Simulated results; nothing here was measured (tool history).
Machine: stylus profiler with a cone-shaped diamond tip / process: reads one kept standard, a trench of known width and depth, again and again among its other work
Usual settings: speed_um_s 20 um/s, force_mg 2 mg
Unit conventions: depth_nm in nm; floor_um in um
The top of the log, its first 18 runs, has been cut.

| run | hour | speed_um_s | force_mg | depth_nm | floor_um |
|---|---|---|---|---|---|
| 19 | 569.5 | 20 | 1.33 | 502.29 | 96.31 |
| 20 | 594.8 | 27 | 2 | 502.66 | 96.39 |
| 21 | 618.6 | 27 | 2 | 502.97 | 96.33 |
| 22 | 647.4 | 27 | 2 | 502.77 | 96.25 |
| 23 | 676.9 | 10 | 1.5 | 502.02 | 96.37 |
| 24 | 698 | 21 | 2 | 502.73 | 96.29 |
| 25 | 734.3 | 50 | 3.27 | 504.06 | 96.16 |
| 26 | 761.3 | 9 | 2.88 | 503.58 | 96.39 |
| 27 | 800.6 | 9 | 2.88 | 503.37 | 96.34 |
| 28 | 840.4 | 53 | 3.17 | 503.92 | 96.12 |
| 29 | 868.4 | 9 | 1.61 | 502.03 | 96.3 |
| 30 | 887.5 | 62 | 0.84 | 501.28 | 95.7 |
| 31 | 918.4 | 62 | 0.84 | 501.09 | 95.69 |

Below are 5 alternative next runs, each starting from the tool's condition after run 31. Predict each:
| A | 942 | 16 | 2.46 | ? | ? |
| B | 942 | 6 | 0.84 | ? | ? |
| C | 942 | 12 | 2 | ? | ? |
| D | 942 | 8 | 3.84 | ? | ? |
| E | 942 | 35 | 2.01 | ? | ? |

| run | depth_nm | floor_um |
|---|---|---|
| A | 503.15 | 96.22 |
| B | 501.18 | 96.27 |
| C | 502.18 | 96.23 |
| D | 504.35 | 96.28 |
| E | 502.61 | 96.09 |
Without the tool's hidden state the same runs would have given:
| run | depth_nm | floor_um |
|---|---|---|
| A | 503.94 | 97.23 |
| B | 501.97 | 97.28 |
| C | 502.97 | 97.23 |
| D | 505.14 | 97.29 |
| E | 503.4 | 97.1 |
